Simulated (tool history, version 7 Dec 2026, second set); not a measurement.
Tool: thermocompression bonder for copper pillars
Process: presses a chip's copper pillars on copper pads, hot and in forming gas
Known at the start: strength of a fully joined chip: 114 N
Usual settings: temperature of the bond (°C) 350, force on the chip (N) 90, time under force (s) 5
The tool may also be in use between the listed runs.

run,hour,temperature of the bond (°C),force on the chip (N),time under force (s),force that shears a chip off (N)
1,0.0,350,90,5,43.9
2,36.7,350,134,5,54.9
3,82.9,350,134,5,54.3
# hour 107.2: forming gas filter changed
4,140.0,350,90,4,41.2
5,189.4,350,90,4,41.2
6,260.5,378,90,4,51.2
7,329.1,378,90,4,49.4
8,366.9,350,83,5,39.7
# hour 430.3: forming gas filter changed
9,440.1,350,90,3,36.9
10,501.1,350,90,3,36.1
11,562.7,364,90,5,49.9
12,617.5,364,90,5,48.5
13,655.2,341,61,5,29.3
14,727.7,350,65,5,32.4
# hour 732.2: force cell calibrated
# hour 754.0: forming gas filter changed
15,801.1,330,71,9,39.8
16,869.5,330,112,4,38.6
17,911.3,374,78,6,50.6
18,967.2,350,90,3,34.4
19,1001.5,350,90,3,34.0
# hour 1009.4: force cell calibrated, once more
20,1056.9,350,90,3,34.3
# hour 1077.2: forming gas filter changed
21,1093.5,340,90,4,38.8
22,1142.4,336,62,15,48.2
23,1176.2,336,62,15,47.5
24,1247.2,360,59,9,45.5

5 ways to go on from here, each from the tool as it stands after run 24. What would each give?
# hour 1307.7: heater calibrated with a thermocouple chip
A,1321.3,359,119,3,?
# hour 1307.7: heater calibrated with a thermocouple chip
B,1321.3,364,98,11,?
# hour 1307.7: heater calibrated with a thermocouple chip
C,1321.3,338,131,9,?
# hour 1307.7: heater calibrated with a thermocouple chip
D,1321.3,322,73,14,?
# hour 1307.7: heater calibrated with a thermocouple chip
E,1321.3,360,110,9,?

run,force that shears a chip off (N)
A,44.2
B,64.4
C,59.4
D,41.2
E,62.4
Without the tool's hidden state the same runs would have given:
run,force that shears a chip off (N)
A,47.9
B,69.7
C,64.3
D,44.7
E,67.6
